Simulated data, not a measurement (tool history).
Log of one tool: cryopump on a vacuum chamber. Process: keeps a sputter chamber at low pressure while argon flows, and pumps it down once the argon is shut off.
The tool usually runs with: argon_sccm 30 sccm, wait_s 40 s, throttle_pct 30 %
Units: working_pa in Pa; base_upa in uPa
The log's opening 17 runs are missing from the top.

| run | hour | argon_sccm | wait_s | throttle_pct | hours of work since the pump was warmed up and emptied | hours of work since the cold head was overhauled | hours of work since the chamber's fittings were tightened | working_pa | base_upa |
|---|---|---|---|---|---|---|---|---|---|
| 18 | 465.8 | 30 | 40 | 15 | 119 | 804 | 848 | 0.1955 | 2.7 |
| 19 | 499.3 | 30 | 40 | 15 | 148 | 833 | 876 | 0.1959 | 2.75 |
| 20 | 519.7 | 30 | 86 | 15 | 166 | 850 | 894 | 0.1982 | 1.7 |
| 21 | 555.9 | 44 | 40 | 30 | 197 | 882 | 925 | 0.1509 | 2.79 |
| 22 | 586.9 | 44 | 40 | 30 | 223 | 908 | 951 | 0.1537 | 2.94 |
| 23 | 614.1 | 44 | 40 | 30 | 246 | 931 | 975 | 0.1551 | 2.89 |
| 24 | 650.4 | 44 | 40 | 30 | 277 | 962 | 1006 | 0.157 | 2.98 |
| 25 | 668.8 | 30 | 30 | 41 | 293 | 978 | 1021 | 0.0809 | 3.72 |
| 26 | 686.7 | 30 | 25 | 23 | 309 | 993 | 1037 | 0.1372 | 4.23 |
|  | 718.7 | pump warmed up, emptied and cooled again |
| 27 | 721 | 14 | 53 | 21 | 2 | 1019 | 1062 | 0.0641 | 2.2 |
| 28 | 738.3 | 38 | 88 | 15 | 17 | 1033 | 1077 | 0.2425 | 1.71 |
| 29 | 758.4 | 38 | 88 | 15 | 34 | 1051 | 1094 | 0.2433 | 1.69 |
| 30 | 785.6 | 14 | 161 | 19 | 57 | 1074 | 1117 | 0.071 | 1.33 |
| 31 | 818.9 | 39 | 53 | 35 | 86 | 1102 | 1145 | 0.1116 | 2.43 |
| 32 | 846.7 | 39 | 53 | 35 | 110 | 1126 | 1169 | 0.1115 | 2.4 |
| 33 | 874.1 | 30 | 106 | 30 | 133 | 1149 | 1193 | 0.0996 | 1.74 |
| 34 | 898.5 | 30 | 38 | 30 | 154 | 1170 | 1214 | 0.1016 | 3.05 |

Forecast each of these 3 alternatives for the next run:
| A | 932.7 | 17 | 38 | 30 | 183 | 1200 | 1243 | ? | ? |
| B | 932.7 | 30 | 39 | 30 | 183 | 1200 | 1243 | ? | ? |
| C | 932.7 | 23 | 38 | 60 | 183 | 1200 | 1243 | ? | ? |

| run | working_pa | base_upa |
|---|---|---|
| A | 0.0572 | 3.16 |
| B | 0.1022 | 3.13 |
| C | 0.0418 | 3.14 |
Stripped of hidden state, with their random variation kept, the same runs would have yielded:
| run | working_pa | base_upa |
|---|---|---|
| A | 0.0531 | 2.22 |
| B | 0.0949 | 2.18 |
| C | 0.0363 | 2.2 |
